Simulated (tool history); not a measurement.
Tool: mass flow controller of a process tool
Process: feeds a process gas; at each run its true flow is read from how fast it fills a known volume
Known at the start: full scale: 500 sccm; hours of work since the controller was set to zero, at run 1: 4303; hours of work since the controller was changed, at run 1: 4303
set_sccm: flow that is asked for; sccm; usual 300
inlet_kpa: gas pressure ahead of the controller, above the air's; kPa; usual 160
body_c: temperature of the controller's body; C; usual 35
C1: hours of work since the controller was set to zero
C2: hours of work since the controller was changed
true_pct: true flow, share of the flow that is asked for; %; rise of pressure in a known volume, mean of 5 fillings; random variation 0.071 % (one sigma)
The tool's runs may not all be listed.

{"run": 1, "day": 0.0, "set_sccm": 300, "inlet_kpa": 160, "body_c": 35, "C1": 4303, "C2": 4303, "true_pct": 99.4}
{"run": 2, "day": 20.683, "set_sccm": 300, "inlet_kpa": 160, "body_c": 35, "C1": 4618, "C2": 4618, "true_pct": 99.53}
{"run": 3, "day": 31.9, "set_sccm": 300, "inlet_kpa": 160, "body_c": 35, "C1": 4789, "C2": 4789, "true_pct": 99.62}
{"run": 4, "day": 43.846, "set_sccm": 300, "inlet_kpa": 160, "body_c": 27, "C1": 4971, "C2": 4971, "true_pct": 99.19}
{"run": 5, "day": 55.6, "set_sccm": 300, "inlet_kpa": 160, "body_c": 27, "C1": 5150, "C2": 5150, "true_pct": 99.31}
{"run": 6, "day": 64.762, "set_sccm": 300, "inlet_kpa": 160, "body_c": 27, "C1": 5289, "C2": 5289, "true_pct": 99.24}
{"run": 7, "day": 78.833, "set_sccm": 300, "inlet_kpa": 160, "body_c": 27, "C1": 5504, "C2": 5504, "true_pct": 99.32}
{"run": 8, "day": 98.254, "set_sccm": 300, "inlet_kpa": 160, "body_c": 27, "C1": 5799, "C2": 5799, "true_pct": 99.28}
{"run": 9, "day": 108.688, "set_sccm": 300, "inlet_kpa": 160, "body_c": 27, "C1": 5958, "C2": 5958, "true_pct": 99.38}
{"day": 110.617, "done": "controller exchanged for a calibrated one"}
{"run": 10, "day": 118.758, "set_sccm": 300, "inlet_kpa": 160, "body_c": 27, "C1": 124, "C2": 124, "true_pct": 99.39}
{"run": 11, "day": 130.175, "set_sccm": 300, "inlet_kpa": 160, "body_c": 27, "C1": 298, "C2": 298, "true_pct": 99.49}
{"run": 12, "day": 143.475, "set_sccm": 300, "inlet_kpa": 160, "body_c": 35, "C1": 500, "C2": 500, "true_pct": 99.89}
{"run": 13, "day": 157.829, "set_sccm": 300, "inlet_kpa": 160, "body_c": 35, "C1": 719, "C2": 719, "true_pct": 99.83}
{"run": 14, "day": 177.429, "set_sccm": 300, "inlet_kpa": 141, "body_c": 35, "C1": 1018, "C2": 1018, "true_pct": 99.97}
{"run": 15, "day": 186.333, "set_sccm": 300, "inlet_kpa": 141, "body_c": 35, "C1": 1153, "C2": 1153, "true_pct": 100.04}
{"run": 16, "day": 197.108, "set_sccm": 184, "inlet_kpa": 160, "body_c": 35, "C1": 1317, "C2": 1317, "true_pct": 99.35}
{"run": 17, "day": 208.775, "set_sccm": 184, "inlet_kpa": 160, "body_c": 35, "C1": 1495, "C2": 1495, "true_pct": 99.28}
{"run": 18, "day": 225.438, "set_sccm": 300, "inlet_kpa": 160, "body_c": 30, "C1": 1749, "C2": 1749, "true_pct": 99.71}
{"run": 19, "day": 239.342, "set_sccm": 389, "inlet_kpa": 160, "body_c": 35, "C1": 1960, "C2": 1960, "true_pct": 100.59}
{"run": 20, "day": 260.329, "set_sccm": 389, "inlet_kpa": 160, "body_c": 35, "C1": 2280, "C2": 2280, "true_pct": 100.44}
{"run": 21, "day": 276.704, "set_sccm": 389, "inlet_kpa": 160, "body_c": 35, "C1": 2529, "C2": 2529, "true_pct": 100.61}
{"run": 22, "day": 286.25, "set_sccm": 389, "inlet_kpa": 160, "body_c": 35, "C1": 2675, "C2": 2675, "true_pct": 100.76}
{"run": 23, "day": 305.896, "set_sccm": 389, "inlet_kpa": 160, "body_c": 35, "C1": 2974, "C2": 2974, "true_pct": 100.79}
{"run": 24, "day": 315.725, "set_sccm": 389, "inlet_kpa": 160, "body_c": 35, "C1": 3124, "C2": 3124, "true_pct": 100.79}
{"run": 25, "day": 335.304, "set_sccm": 322, "inlet_kpa": 211, "body_c": 35, "C1": 3422, "C2": 3422, "true_pct": 100.17}
{"run": 26, "day": 355.533, "set_sccm": 322, "inlet_kpa": 211, "body_c": 35, "C1": 3730, "C2": 3730, "true_pct": 100.2}
{"run": 27, "day": 365.483, "set_sccm": 80, "inlet_kpa": 160, "body_c": 30, "C1": 3882, "C2": 3882, "true_pct": 98.86}
{"run": 28, "day": 375.658, "set_sccm": 183, "inlet_kpa": 154, "body_c": 20, "C1": 4037, "C2": 4037, "true_pct": 98.91}
{"run": 29, "day": 385.467, "set_sccm": 183, "inlet_kpa": 154, "body_c": 20, "C1": 4186, "C2": 4186, "true_pct": 98.94}
{"run": 30, "day": 406.512, "set_sccm": 75, "inlet_kpa": 210, "body_c": 24, "C1": 4506, "C2": 4506, "true_pct": 98.36}
{"run": 31, "day": 421.321, "set_sccm": 75, "inlet_kpa": 210, "body_c": 24, "C1": 4732, "C2": 4732, "true_pct": 98.41}
{"run": 32, "day": 437.892, "set_sccm": 75, "inlet_kpa": 210, "body_c": 24, "C1": 4984, "C2": 4984, "true_pct": 98.37}
{"run": 33, "day": 458.046, "set_sccm": 391, "inlet_kpa": 210, "body_c": 31, "C1": 5291, "C2": 5291, "true_pct": 100.68}
{"run": 34, "day": 479.067, "set_sccm": 391, "inlet_kpa": 210, "body_c": 31, "C1": 5611, "C2": 5611, "true_pct": 100.7}
{"day": 488.054, "done": "gauge calibrated"}
{"run": 35, "day": 499.588, "set_sccm": 391, "inlet_kpa": 210, "body_c": 31, "C1": 5924, "C2": 5924, "true_pct": 99.55}
{"day": 504.608, "done": "controller exchanged for a calibrated one"}
{"run": 36, "day": 508.262, "set_sccm": 215, "inlet_kpa": 210, "body_c": 31, "C1": 56, "C2": 56, "true_pct": 98.61}
{"run": 37, "day": 516.879, "set_sccm": 215, "inlet_kpa": 210, "body_c": 31, "C1": 187, "C2": 187, "true_pct": 98.78}
{"run": 38, "day": 527.967, "set_sccm": 348, "inlet_kpa": 261, "body_c": 38, "C1": 356, "C2": 356, "true_pct": 99.57}
{"run": 39, "day": 541.442, "set_sccm": 109, "inlet_kpa": 168, "body_c": 38, "C1": 561, "C2": 561, "true_pct": 98.73}
{"run": 40, "day": 556.733, "set_sccm": 91, "inlet_kpa": 208, "body_c": 24, "C1": 794, "C2": 794, "true_pct": 97.66}
{"run": 41, "day": 566.362, "set_sccm": 55, "inlet_kpa": 179, "body_c": 30, "C1": 941, "C2": 941, "true_pct": 97.93}
{"run": 42, "day": 576.983, "set_sccm": 77, "inlet_kpa": 165, "body_c": 23, "C1": 1102, "C2": 1102, "true_pct": 97.82}
{"run": 43, "day": 590.962, "set_sccm": 77, "inlet_kpa": 181, "body_c": 20, "C1": 1315, "C2": 1315, "true_pct": 97.56}
{"run": 44, "day": 608.446, "set_sccm": 77, "inlet_kpa": 181, "body_c": 20, "C1": 1581, "C2": 1581, "true_pct": 97.59}
{"run": 45, "day": 619.417, "set_sccm": 117, "inlet_kpa": 162, "body_c": 30, "C1": 1749, "C2": 1749, "true_pct": 98.48}
{"run": 46, "day": 629.267, "set_sccm": 117, "inlet_kpa": 162, "body_c": 30, "C1": 1899, "C2": 1899, "true_pct": 98.53}
{"run": 47, "day": 640.1, "set_sccm": 150, "inlet_kpa": 160, "body_c": 31, "C1": 2064, "C2": 2064, "true_pct": 98.79}

Some steps in true_pct between neighbouring runs. How much of each would the tool show without its hidden state too (settings, what came in, random variation), and how much is left for the hidden state, with any gauge scatter that isn't in both results?
The hidden state here: flow at rest that the sensor doesn't see, % of full scale; true flow over the shown one, %; drift of the gauge itself on true_pct, %.
Run 9 -> 10: controller exchanged for a calibrated one. true_pct +0.01 %: hidden state +0.07, all else -0.06.
Run 26 -> 27: set_sccm 322 -> 80, inlet_kpa 211 -> 160, body_c 35 -> 30. true_pct -1.34 %: hidden state +0.03, all else -1.37.
Run 32 -> 33: set_sccm 75 -> 391, body_c 24 -> 31. true_pct +2.31 %: hidden state +0.03, all else +2.28.
Run 34 -> 35: gauge calibrated. true_pct -1.15 %: hidden state -1.11, all else -0.04.
Run 35 -> 36: set_sccm 391 -> 215, controller exchanged for a calibrated one. true_pct -0.94 %: hidden state +0.08, all else -1.02.
